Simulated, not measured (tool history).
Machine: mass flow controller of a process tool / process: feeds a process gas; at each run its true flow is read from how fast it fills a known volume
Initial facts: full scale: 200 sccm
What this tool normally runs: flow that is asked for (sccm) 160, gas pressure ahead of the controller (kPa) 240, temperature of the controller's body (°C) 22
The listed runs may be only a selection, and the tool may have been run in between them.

run      day  flow that is asked for (sccm)  gas pressure ahead of the controller (kPa)  temperature of the controller's body (°C)  true flow (%)
  1        0                            160                                         240                                         22          99.09
  2    5.762                            160                                         240                                         22          98.93
  3    13.95                            160                                         240                                         22           99.1
  4   19.504                             41                                         240                                         22          97.62
  5   23.146                             41                                         240                                         22           97.7
  6   29.617                             41                                         240                                         34             99
  7   35.479                             41                                         240                                         34           99.1
  8   41.879                             41                                         240                                         34          99.14
  9   50.217                            160                                         240                                         25          99.18
 10   55.792                            160                                         240                                         22           98.9
 11     60.5                            160                                         235                                         22          98.77
 12   64.267                            160                                         240                                         22          98.94
 13   67.838                            160                                         240                                         22          98.83
 14   76.046                            160                                         240                                         22          98.85
 15   83.454                            160                                         240                                         22           98.8
 16   87.504                            160                                         240                                         22          98.78
      88.142  -- controller's zero set anew
 17   94.433                            160                                         240                                         22          98.91
 18  102.746                            160                                         240                                         22          98.93
 19    106.7                            160                                         240                                         22          98.95
 20  111.942                            160                                         240                                         22          98.88
 21  115.633                            160                                         240                                         22          98.76
 22  119.767                            160                                         240                                         22           98.8
 23  123.575                            160                                         240                                         22          98.76
     124.912  -- controller's zero set anew, once more
 24  130.296                            160                                         240                                         34          99.93
 25  133.708                            160                                         240                                         34          99.63
 26  139.225                             60                                         240                                         27          97.79
 27  144.612                             79                                         147                                         22          97.12
 28  151.508                             79                                         147                                         22          97.21
 29  157.896                            134                                         218                                         35          99.53
 30  166.238                            155                                         230                                         21          97.96
 31  171.742                            174                                         208                                         25          98.76
 32  175.146                            174                                         172                                         25          98.64
 33  179.975                            174                                         157                                         25          98.73
 34  186.575                            174                                         157                                         25           98.5
 35  190.462                             24                                         144                                         26           97.9
 36  197.138                             24                                         172                                         26          97.99
 37  200.496                             22                                         240                                         27          98.43
 38  205.096                             64                                         243                                         21          97.17
 39  209.338                             64                                         156                                         32          98.19
 40  213.121                             64                                         156                                         32          98.18
 41  218.029                             25                                         240                                         22          97.78
 42  221.908                            123                                         240                                         28          98.37
 43  226.496                            133                                         164                                         22          97.74
 44  234.725                            133                                         164                                         22          97.67
 45  239.629                            160                                         197                                         22          97.89
 46  245.983                            160                                         224                                         22          97.96
 47  249.992                            149                                         174                                         28          98.46
 48  257.375                            149                                         174                                         28           98.4

Below, each run's measurement less what the same run would have read without the hidden state. Both values contain the same run-to-run variation, but the gauge's scatter may not be the same in both:
Unlogged tool condition in this case: flow at rest that the sensor doesn't see, % of full scale; true flow over the shown one, %; drift of the gauge itself on true_pct, %.
run  true flow (%)
  1          -0.12
  2          -0.15
  3          -0.17
  4           +0.1
  5          +0.12
  6          +0.14
  7          +0.17
  8          +0.18
  9          -0.28
 10          -0.29
 11          -0.31
 12          -0.33
 13          -0.33
 14          -0.35
 15          -0.38
 16          -0.38
 17          -0.24
 18          -0.27
 19          -0.27
 20          -0.29
 21           -0.3
 22          -0.31
 23          -0.32
 24           -0.8
 25          -0.81
 26          -0.67
 27          -0.73
 28          -0.73
 29          -0.85
 30          -0.89
 31          -0.93
 32          -0.94
 33          -0.96
 34          -0.98
 35          +0.25
 36          +0.32
 37          +0.51
 38          -0.64
 39          -0.62
 40          -0.62
 41          +0.49
 42          -0.97
 43          -1.01
 44          -1.03
 45           -1.1
 46          -1.12
 47          -1.11
 48          -1.13
